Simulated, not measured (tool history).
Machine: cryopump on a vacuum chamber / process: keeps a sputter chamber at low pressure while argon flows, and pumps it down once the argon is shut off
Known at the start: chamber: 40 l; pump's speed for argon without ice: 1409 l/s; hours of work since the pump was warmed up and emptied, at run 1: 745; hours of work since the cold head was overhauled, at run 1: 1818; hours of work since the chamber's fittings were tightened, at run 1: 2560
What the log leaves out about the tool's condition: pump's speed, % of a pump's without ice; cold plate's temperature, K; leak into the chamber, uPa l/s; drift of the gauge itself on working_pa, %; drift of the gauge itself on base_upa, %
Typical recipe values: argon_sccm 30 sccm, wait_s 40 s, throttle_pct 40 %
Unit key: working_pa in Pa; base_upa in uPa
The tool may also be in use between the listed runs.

| run | hour | argon_sccm | wait_s | throttle_pct | hours of work since the pump was warmed up and emptied | hours of work since the cold head was overhauled | hours of work since the chamber's fittings were tightened | working_pa | base_upa |
|---|---|---|---|---|---|---|---|---|---|
| 1 | 0.0 | 30 | 40 | 40 | 745 | 1818 | 2560 | 0.0949 | 5.38 |
| 2 | 46.5 | 30 | 40 | 40 | 781 | 1854 | 2595 | 0.0951 | 5.40 |
| 3 | 106.9 | 30 | 40 | 40 | 827 | 1900 | 2642 | 0.0951 | 5.44 |
|  | 174.7 | leaking fittings of the chamber tightened, without venting |
| 4 | 177.4 | 30 | 40 | 40 | 879 | 1952 | 2 | 0.0962 | 2.75 |
| 5 | 237.4 | 30 | 40 | 40 | 925 | 1998 | 48 | 0.0946 | 2.87 |
| 6 | 321.6 | 30 | 24 | 40 | 989 | 2063 | 112 | 0.0967 | 4.62 |
| 7 | 368.8 | 30 | 22 | 40 | 1026 | 2099 | 149 | 0.0967 | 4.99 |
|  | 419.0 | pump warmed up, emptied and cooled again |
| 8 | 473.0 | 30 | 22 | 40 | 41 | 2175 | 224 | 0.0909 | 5.09 |
| 9 | 552.8 | 30 | 22 | 40 | 102 | 2236 | 286 | 0.0909 | 4.92 |
| 10 | 598.5 | 30 | 40 | 40 | 137 | 2271 | 321 | 0.0918 | 3.03 |
| 11 | 662.7 | 30 | 40 | 40 | 187 | 2320 | 370 | 0.0920 | 3.15 |
| 12 | 766.8 | 30 | 40 | 40 | 266 | 2399 | 449 | 0.0943 | 3.15 |
| 13 | 827.6 | 30 | 40 | 31 | 313 | 2446 | 496 | 0.1191 | 3.18 |
| 14 | 894.5 | 30 | 40 | 40 | 364 | 2497 | 547 | 0.0924 | 3.24 |
| 15 | 954.8 | 30 | 40 | 45 | 410 | 2543 | 593 | 0.0826 | 3.33 |
| 16 | 999.1 | 30 | 40 | 45 | 444 | 2577 | 627 | 0.0815 | 3.30 |
| 17 | 1059.9 | 30 | 40 | 45 | 490 | 2624 | 674 | 0.0834 | 3.38 |
| 18 | 1117.4 | 30 | 40 | 45 | 534 | 2668 | 718 | 0.0834 | 3.47 |
| 19 | 1209.9 | 40 | 34 | 19 | 605 | 2739 | 788 | 0.2558 | 3.99 |
| 20 | 1274.4 | 30 | 61 | 22 | 655 | 2788 | 838 | 0.1684 | 2.69 |
| 21 | 1380.8 | 30 | 61 | 22 | 736 | 2869 | 919 | 0.1674 | 2.74 |
| 22 | 1450.7 | 19 | 21 | 59 | 790 | 2923 | 973 | 0.0412 | 5.96 |
| 23 | 1538.3 | 43 | 21 | 25 | 857 | 2990 | 1040 | 0.2133 | 6.04 |
| 24 | 1581.9 | 43 | 21 | 25 | 890 | 3023 | 1073 | 0.2159 | 6.17 |
| 25 | 1628.0 | 43 | 21 | 25 | 925 | 3058 | 1108 | 0.2143 | 6.22 |
| 26 | 1696.6 | 43 | 21 | 25 | 978 | 3111 | 1161 | 0.2163 | 6.15 |
|  | 1805.4 | pump warmed up, emptied and cooled again |
| 27 | 1805.4 | 50 | 40 | 41 | 0 | 3190 | 1240 | 0.1472 | 3.84 |
| 28 | 1888.4 | 19 | 48 | 43 | 64 | 3254 | 1304 | 0.0540 | 3.27 |
| 29 | 1985.2 | 19 | 290 | 43 | 138 | 3328 | 1378 | 0.0547 | 1.72 |
| 30 | 2048.0 | 25 | 290 | 36 | 186 | 3376 | 1426 | 0.0846 | 1.84 |
| 31 | 2137.5 | 30 | 56 | 40 | 254 | 3445 | 1494 | 0.0924 | 3.30 |
| 32 | 2187.8 | 24 | 58 | 40 | 293 | 3483 | 1533 | 0.0734 | 3.27 |
| 33 | 2231.8 | 30 | 40 | 16 | 326 | 3517 | 1567 | 0.2267 | 4.12 |
| 34 | 2276.3 | 30 | 40 | 16 | 360 | 3551 | 1601 | 0.2291 | 4.14 |

Forecast each of these 3 alternatives for the next run:
| A | 2366.8 | 21 | 38 | 35 | 430 | 3620 | 1670 | ? | ? |
| B | 2366.8 | 24 | 48 | 40 | 430 | 3620 | 1670 | ? | ? |
| C | 2366.8 | 33 | 40 | 45 | 430 | 3620 | 1670 | ? | ? |

| run | working_pa | base_upa |
|---|---|---|
| A | 0.0741 | 4.44 |
| B | 0.0739 | 3.78 |
| C | 0.0919 | 4.13 |
Stripped of hidden state, with their random variation kept, the same runs would have yielded:
| run | working_pa | base_upa |
|---|---|---|
| A | 0.0721 | 2.93 |
| B | 0.0716 | 2.31 |
| C | 0.0886 | 2.67 |
